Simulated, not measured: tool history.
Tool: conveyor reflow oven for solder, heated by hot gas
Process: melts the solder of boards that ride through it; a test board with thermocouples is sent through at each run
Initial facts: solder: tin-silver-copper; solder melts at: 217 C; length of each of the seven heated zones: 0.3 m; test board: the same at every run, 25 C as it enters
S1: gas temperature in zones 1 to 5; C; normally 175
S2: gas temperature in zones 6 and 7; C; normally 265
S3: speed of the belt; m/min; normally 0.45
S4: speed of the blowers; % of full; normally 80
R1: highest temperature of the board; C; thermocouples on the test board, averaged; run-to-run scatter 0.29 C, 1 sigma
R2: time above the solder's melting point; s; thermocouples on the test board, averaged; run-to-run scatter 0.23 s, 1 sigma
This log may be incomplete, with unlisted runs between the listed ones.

| run | hour | S1 | S2 | S3 | S4 | R1 | R2 |
|---|---|---|---|---|---|---|---|
| 1 | 0 | 175 | 265 | 0.45 | 80 | 253.6 | 62.5 |
| 2 | 7.7 | 175 | 265 | 0.45 | 80 | 253.4 | 63.3 |
| 3 | 19.1 | 175 | 265 | 0.45 | 80 | 253.7 | 62.4 |
| 4 | 27.6 | 175 | 265 | 0.45 | 80 | 254 | 62.8 |
| 5 | 36.3 | 175 | 265 | 0.45 | 80 | 253.7 | 62.7 |
| 6 | 47.4 | 175 | 265 | 0.45 | 80 | 253.6 | 62.7 |
| 7 | 54.1 | 175 | 265 | 0.45 | 80 | 254.2 | 62.9 |
| 8 | 65.5 | 175 | 265 | 0.45 | 80 | 253.8 | 62.8 |
| 9 | 76.2 | 175 | 265 | 0.45 | 80 | 253.8 | 62.7 |
| 10 | 87.7 | 175 | 278 | 0.45 | 80 | 265.3 | 69.2 |
| 11 | 94.4 | 175 | 265 | 0.45 | 55 | 250 | 58.5 |
| 12 | 102.6 | 175 | 265 | 0.45 | 55 | 250 | 58.4 |
| 13 | 111.8 | 175 | 265 | 0.45 | 55 | 249.6 | 58.6 |
| 14 | 124.1 | 175 | 265 | 0.45 | 55 | 249.9 | 58.1 |
| 15 | 135.2 | 175 | 265 | 0.45 | 55 | 249.3 | 58 |
| 16 | 143.6 | 164 | 265 | 0.516 | 74 | 247.1 | 45.6 |
| 17 | 149.2 | 190 | 260 | 0.45 | 80 | 251.6 | 67.4 |
| 18 | 156.5 | 175 | 265 | 0.467 | 80 | 253.3 | 59.5 |

Run 19 is up next; what results do you expect?
| 19 | 164.4 | 175 | 265 | 0.467 | 80 | ? | ? |

R1: 253 C
R2: 59.4 s
On a tool with no hidden condition, and with the same random variation, this run would have come out at R1 253.1 C, R2 59.4 s.
